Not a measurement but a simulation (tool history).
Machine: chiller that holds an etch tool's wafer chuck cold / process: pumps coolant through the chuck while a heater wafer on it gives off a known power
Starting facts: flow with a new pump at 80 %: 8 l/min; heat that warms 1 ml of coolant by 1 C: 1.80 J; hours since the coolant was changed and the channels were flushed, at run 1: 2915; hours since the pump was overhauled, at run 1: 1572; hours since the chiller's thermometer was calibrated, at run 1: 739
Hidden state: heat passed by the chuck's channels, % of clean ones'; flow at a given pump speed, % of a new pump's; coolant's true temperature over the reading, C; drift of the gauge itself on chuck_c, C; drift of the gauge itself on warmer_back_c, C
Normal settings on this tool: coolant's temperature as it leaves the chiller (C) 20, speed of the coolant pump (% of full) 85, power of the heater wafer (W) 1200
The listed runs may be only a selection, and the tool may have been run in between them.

| run | hour | coolant's temperature as it leaves the chiller (C) | speed of the coolant pump (% of full) | power of the heater wafer (W) | hours since the coolant was changed and the channels were flushed | hours since the pump was overhauled | hours since the chiller's thermometer was calibrated | chuck's temperature once it has settled (C) | how much warmer the coolant comes back (C) |
|---|---|---|---|---|---|---|---|---|---|
| 1 | 0.0 | 20 | 85 | 1200 | 2915 | 1572 | 739 | 30.4 | 4.88 |
| 2 | 27.7 | 20 | 97 | 1200 | 2942 | 1600 | 766 | 29.4 | 4.30 |
| 3 | 60.8 | 20 | 97 | 1200 | 2976 | 1633 | 799 | 29.3 | 4.32 |
| 4 | 90.9 | 29 | 85 | 1200 | 3006 | 1663 | 829 | 39.4 | 4.95 |
| 5 | 123.2 | 29 | 85 | 1200 | 3038 | 1695 | 862 | 39.5 | 4.88 |
| 6 | 145.8 | 20 | 85 | 1200 | 3061 | 1718 | 884 | 30.4 | 4.89 |
| 7 | 177.7 | 20 | 85 | 1200 | 3093 | 1750 | 916 | 30.5 | 4.89 |
| 8 | 197.9 | 12 | 85 | 1200 | 3113 | 1770 | 937 | 22.5 | 4.89 |
| 9 | 213.5 | 12 | 85 | 1200 | 3128 | 1786 | 952 | 22.6 | 4.90 |
| 10 | 245.7 | 12 | 85 | 1200 | 3160 | 1818 | 984 | 22.5 | 4.91 |
| 11 | 268.1 | 12 | 85 | 1200 | 3183 | 1840 | 1007 | 22.6 | 4.96 |
| 12 | 299.5 | 12 | 85 | 1200 | 3214 | 1872 | 1038 | 22.8 | 4.88 |
|  | 306.4 | coolant pump overhauled |
| 13 | 328.6 | 20 | 85 | 751 | 3238 | 22 | 1062 | 26.7 | 3.09 |
| 14 | 352.7 | 20 | 70 | 1200 | 3263 | 46 | 1086 | 32.5 | 6.13 |
| 15 | 376.0 | 20 | 70 | 1200 | 3286 | 70 | 1110 | 32.8 | 6.07 |
|  | 412.4 | coolant pump overhauled, once more |
| 16 | 412.4 | 20 | 70 | 1200 | 3317 | 0 | 1141 | 32.1 | 5.79 |
| 17 | 446.7 | 20 | 70 | 1200 | 3351 | 34 | 1175 | 32.3 | 5.78 |
| 18 | 467.1 | 13 | 85 | 1753 | 3372 | 55 | 1196 | 28.4 | 7.04 |
| 19 | 497.4 | 13 | 85 | 1753 | 3402 | 85 | 1226 | 28.4 | 7.01 |
| 20 | 528.3 | 20 | 83 | 1200 | 3433 | 116 | 1257 | 30.8 | 4.94 |
| 21 | 546.9 | 20 | 64 | 1777 | 3452 | 134 | 1276 | 39.5 | 9.39 |
| 22 | 568.8 | 20 | 64 | 1777 | 3474 | 156 | 1297 | 39.4 | 9.41 |
| 23 | 590.4 | 20 | 64 | 734 | 3495 | 178 | 1319 | 28.2 | 3.93 |
| 24 | 612.3 | 17 | 64 | 828 | 3517 | 200 | 1341 | 26.0 | 4.35 |
| 25 | 646.2 | 17 | 64 | 828 | 3551 | 234 | 1375 | 26.3 | 4.37 |
| 26 | 677.7 | 29 | 70 | 627 | 3582 | 265 | 1406 | 35.6 | 3.07 |
| 27 | 710.4 | 15 | 97 | 621 | 3615 | 298 | 1439 | 20.2 | 2.24 |
| 28 | 730.9 | 16 | 85 | 1200 | 3636 | 319 | 1460 | 26.8 | 4.81 |
| 29 | 760.3 | 20 | 85 | 782 | 3665 | 348 | 1489 | 27.1 | 3.14 |
| 30 | 783.0 | 10 | 97 | 782 | 3688 | 371 | 1512 | 16.4 | 2.77 |
| 31 | 808.6 | 20 | 85 | 1029 | 3713 | 396 | 1537 | 29.4 | 4.08 |
| 32 | 835.8 | 15 | 80 | 1734 | 3741 | 423 | 1564 | 31.5 | 7.46 |

Alternative continuations, all from the tool just after run 32; predict every row:
| A | 869.4 | 20 | 73 | 1200 | 3774 | 457 | 1598 | ? | ? |
| B | 869.4 | 21 | 96 | 1437 | 3774 | 457 | 1598 | ? | ? |
| C | 869.4 | 20 | 88 | 1200 | 3774 | 457 | 1598 | ? | ? |

| run | chuck's temperature once it has settled (C) | how much warmer the coolant comes back (C) |
|---|---|---|
| A | 32.3 | 5.65 |
| B | 32.7 | 5.08 |
| C | 30.7 | 4.66 |
Stripped of hidden state, with their random variation kept, the same runs would have yielded:
| run | chuck's temperature once it has settled (C) | how much warmer the coolant comes back (C) |
|---|---|---|
| A | 30.3 | 5.50 |
| B | 30.7 | 4.94 |
| C | 28.9 | 4.53 |

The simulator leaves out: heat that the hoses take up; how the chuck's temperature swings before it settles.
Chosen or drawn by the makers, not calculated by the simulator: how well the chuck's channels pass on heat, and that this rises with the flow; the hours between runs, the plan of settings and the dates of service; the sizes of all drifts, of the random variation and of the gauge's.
